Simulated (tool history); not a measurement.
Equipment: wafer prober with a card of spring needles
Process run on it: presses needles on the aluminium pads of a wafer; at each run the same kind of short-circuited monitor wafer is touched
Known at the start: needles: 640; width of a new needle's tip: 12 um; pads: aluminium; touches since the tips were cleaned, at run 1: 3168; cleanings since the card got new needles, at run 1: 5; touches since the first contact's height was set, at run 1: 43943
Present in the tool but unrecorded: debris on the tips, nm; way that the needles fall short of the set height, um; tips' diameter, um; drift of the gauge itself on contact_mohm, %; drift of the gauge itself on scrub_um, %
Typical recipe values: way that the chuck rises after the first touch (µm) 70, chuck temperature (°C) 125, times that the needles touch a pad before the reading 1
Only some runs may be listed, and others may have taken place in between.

| run | day | way that the chuck rises after the first touch (µm) | chuck temperature (°C) | times that the needles touch a pad before the reading | touches since the tips were cleaned | cleanings since the card got new needles | touches since the first contact's height was set | resistance of one needle with its contact and lead (mohm) | way that a needle slides on the pad (µm) |
|---|---|---|---|---|---|---|---|---|---|
| 1 | 0.000 | 70 | 125 | 1 | 3168 | 5 | 43943 | 264 | 14.68 |
| 2 | 0.354 | 70 | 125 | 1 | 5404 | 5 | 46179 | 279 | 14.70 |
|  | 0.625 | tips cleaned on abrasive film |
| 3 | 0.642 | 70 | 125 | 1 | 101 | 6 | 47976 | 246 | 14.70 |
| 4 | 0.971 | 70 | 125 | 1 | 2188 | 6 | 50063 | 268 | 14.69 |
| 5 | 1.392 | 70 | 125 | 1 | 4861 | 6 | 52736 | 281 | 14.70 |
| 6 | 1.662 | 70 | 125 | 1 | 6567 | 6 | 54442 | 278 | 14.68 |
|  | 1.738 | tips cleaned on abrasive film |
| 7 | 1.925 | 70 | 125 | 1 | 1184 | 7 | 56086 | 260 | 14.71 |
| 8 | 2.346 | 70 | 125 | 1 | 3866 | 7 | 58768 | 271 | 14.72 |
| 9 | 2.804 | 70 | 125 | 1 | 6755 | 7 | 61657 | 284 | 14.68 |
|  | 2.883 | tips cleaned on abrasive film |
| 10 | 3.158 | 70 | 125 | 1 | 1733 | 8 | 63873 | 267 | 14.65 |
| 11 | 3.658 | 70 | 125 | 1 | 4909 | 8 | 67049 | 275 | 14.68 |
| 12 | 3.883 | 57 | 125 | 1 | 6328 | 8 | 68468 | 295 | 11.91 |
|  | 4.012 | tips cleaned on abrasive film |
| 13 | 4.317 | 57 | 80 | 1 | 1917 | 9 | 71191 | 262 | 11.94 |
| 14 | 4.617 | 57 | 80 | 1 | 3835 | 9 | 73109 | 278 | 11.94 |
| 15 | 4.838 | 57 | 80 | 1 | 5234 | 9 | 74508 | 278 | 11.92 |
|  | 5.117 | tips cleaned on abrasive film |
| 16 | 5.288 | 54 | 93 | 2 | 1083 | 10 | 77326 | 254 | 11.28 |
| 17 | 5.533 | 54 | 93 | 2 | 2633 | 10 | 78876 | 258 | 11.29 |
|  | 5.567 | height of the first contact set anew |
| 18 | 5.962 | 70 | 31 | 1 | 5290 | 10 | 2516 | 259 | 14.60 |
| 19 | 6.221 | 77 | 83 | 1 | 6931 | 10 | 4157 | 270 | 16.11 |
|  | 6.246 | tips cleaned on abrasive film |
| 20 | 6.429 | 87 | 45 | 1 | 1144 | 11 | 5432 | 234 | 18.22 |
| 21 | 6.683 | 87 | 45 | 1 | 2757 | 11 | 7045 | 246 | 18.22 |
| 22 | 6.896 | 84 | 125 | 2 | 4103 | 11 | 8391 | 261 | 17.58 |
|  | 7.238 | height of the first contact set anew, once more |
|  | 7.375 | tips cleaned on abrasive film |
| 23 | 7.392 | 54 | 37 | 2 | 109 | 12 | 957 | 227 | 11.35 |
| 24 | 7.804 | 70 | 90 | 1 | 2736 | 12 | 3584 | 263 | 14.74 |

Consider 4 possible next runs. They are alternatives, not a sequence: every one starts from the tool as it was left by run 24. What does each give?
| A | 8.200 | 67 | 93 | 1 | 5246 | 12 | 6094 | ? | ? |
| B | 8.200 | 56 | 36 | 1 | 5246 | 12 | 6094 | ? | ? |
| C | 8.200 | 78 | 29 | 2 | 5246 | 12 | 6094 | ? | ? |
| D | 8.200 | 70 | 38 | 1 | 5246 | 12 | 6094 | ? | ? |

| run | resistance of one needle with its contact and lead (mohm) | way that a needle slides on the pad (µm) |
|---|---|---|
| A | 271 | 14.09 |
| B | 279 | 11.78 |
| C | 241 | 16.41 |
| D | 261 | 14.73 |
With the hidden condition removed and each run's random variation left untouched, the same runs would have given:
| run | resistance of one needle with its contact and lead (mohm) | way that a needle slides on the pad (µm) |
|---|---|---|
| A | 236 | 14.09 |
| B | 230 | 11.79 |
| C | 222 | 16.42 |
| D | 226 | 14.74 |
